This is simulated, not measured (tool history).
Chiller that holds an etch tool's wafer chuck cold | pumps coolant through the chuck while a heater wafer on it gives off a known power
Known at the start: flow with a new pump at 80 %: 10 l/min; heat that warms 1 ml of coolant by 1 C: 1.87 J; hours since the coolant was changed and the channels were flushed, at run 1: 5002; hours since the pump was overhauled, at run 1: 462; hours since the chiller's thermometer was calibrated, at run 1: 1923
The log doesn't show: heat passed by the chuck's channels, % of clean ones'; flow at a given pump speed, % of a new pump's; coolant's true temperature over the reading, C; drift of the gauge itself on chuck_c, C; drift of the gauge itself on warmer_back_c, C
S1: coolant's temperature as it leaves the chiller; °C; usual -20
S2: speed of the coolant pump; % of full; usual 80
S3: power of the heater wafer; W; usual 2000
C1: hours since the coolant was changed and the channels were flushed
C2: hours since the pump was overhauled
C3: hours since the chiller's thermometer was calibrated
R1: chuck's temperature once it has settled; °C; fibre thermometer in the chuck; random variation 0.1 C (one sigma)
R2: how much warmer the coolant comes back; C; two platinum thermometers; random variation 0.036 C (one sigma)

| run | hour | S1 | S2 | S3 | C1 | C2 | C3 | R1 | R2 |
|---|---|---|---|---|---|---|---|---|---|
| 1 | 0 | -20 | 80 | 2000 | 5002 | 462 | 1923 | 0.9 | 6.48 |
| 2 | 22.7 | -20 | 80 | 2000 | 5025 | 485 | 1945 | 0.7 | 6.46 |
| 3 | 62.9 | -20 | 80 | 1658 | 5065 | 525 | 1986 | -2.7 | 5.4 |
| 4 | 96.6 | -20 | 80 | 2000 | 5099 | 559 | 2019 | 0.9 | 6.5 |
| 5 | 125.6 | -29 | 80 | 2000 | 5128 | 588 | 2048 | -8.1 | 6.48 |
| 6 | 167.3 | -29 | 80 | 2000 | 5169 | 629 | 2090 | -8.1 | 6.5 |
| 7 | 189.5 | -11 | 80 | 2000 | 5192 | 651 | 2112 | 9.9 | 6.52 |
| 8 | 218 | -11 | 63 | 2000 | 5220 | 680 | 2141 | 13.3 | 8.23 |
| 9 | 259.3 | -11 | 63 | 2000 | 5261 | 721 | 2182 | 13.5 | 8.22 |
| 10 | 297.8 | -20 | 80 | 1041 | 5300 | 760 | 2221 | -9.1 | 3.37 |
| 11 | 322.5 | -20 | 80 | 1041 | 5325 | 784 | 2245 | -9.4 | 3.36 |
| 12 | 342.8 | -20 | 80 | 1041 | 5345 | 805 | 2265 | -9.3 | 3.4 |
| 13 | 370.5 | -20 | 80 | 1041 | 5373 | 832 | 2293 | -9.3 | 3.37 |
| 14 | 409.2 | -20 | 80 | 1041 | 5411 | 871 | 2332 | -9.3 | 3.37 |
| 15 | 428 | -20 | 80 | 1041 | 5430 | 890 | 2351 | -9.3 | 3.38 |
| 16 | 470 | -20 | 80 | 1041 | 5472 | 932 | 2393 | -9.1 | 3.42 |
| 17 | 497.8 | -14 | 71 | 2610 | 5500 | 960 | 2420 | 15.8 | 9.69 |
| 18 | 522 | -20 | 67 | 1102 | 5524 | 984 | 2445 | -7.1 | 4.37 |
| 19 | 561.5 | -19 | 64 | 2290 | 5564 | 1023 | 2484 | 8.9 | 9.33 |
| 20 | 584.5 | -28 | 100 | 1271 | 5587 | 1046 | 2507 | -16.6 | 3.31 |
| 21 | 622.8 | -11 | 96 | 2516 | 5625 | 1085 | 2545 | 13 | 6.94 |
|  | 627.3 | chiller's thermometer calibrated |
| 22 | 654.5 | -20 | 74 | 2259 | 5656 | 1115 | 27 | 5.1 | 8.02 |
| 23 | 681.8 | -20 | 68 | 2660 | 5683 | 1143 | 55 | 11.4 | 10.28 |
| 24 | 716.7 | -27 | 80 | 1764 | 5718 | 1178 | 89 | -8.4 | 5.78 |
| 25 | 746.2 | -27 | 80 | 1764 | 5747 | 1207 | 119 | -8.4 | 5.74 |
| 26 | 777.5 | -16 | 68 | 1708 | 5779 | 1238 | 150 | 3.9 | 6.63 |
| 27 | 795.3 | -24 | 96 | 1205 | 5796 | 1256 | 168 | -12.8 | 3.32 |
|  | 826.3 | chiller's thermometer calibrated, once more |
| 28 | 832.4 | -24 | 96 | 1205 | 5833 | 1292 | 6 | -12.4 | 3.31 |
| 29 | 871.4 | -24 | 96 | 1205 | 5872 | 1331 | 45 | -12.3 | 3.31 |
| 30 | 910.5 | -24 | 96 | 1205 | 5911 | 1370 | 84 | -12.2 | 3.32 |
| 31 | 949.2 | -20 | 83 | 2236 | 5949 | 1409 | 123 | 3.6 | 7.1 |
| 32 | 986.7 | -20 | 75 | 2236 | 5987 | 1447 | 160 | 5.3 | 7.85 |

Hidden state at the last listed run before each entry between runs and at the first one after, where it differs:
Between runs 21 and 22: chiller's thermometer calibrated (hour 627.3)
  heat passed by the chuck's channels, % of clean ones': 86.4 -> 86.3; flow at a given pump speed, % of a new pump's: 98.2 -> 98.1; coolant's true temperature over the reading, C: -0.25 -> -0.35
  measured less the result without the state, R1: +2.8 -> +2.8 °C; R2: +0.13 -> +0.15 C
Between runs 27 and 28: chiller's thermometer calibrated, once more (hour 826.3)
  heat passed by the chuck's channels, % of clean ones': 86 -> 85.9; flow at a given pump speed, % of a new pump's: 97.9 -> 97.8; coolant's true temperature over the reading, C: -0.35 -> -0.04
  measured less the result without the state, R1: +1.1 -> +1.5 °C; R2: +0.07 -> +0.07 C
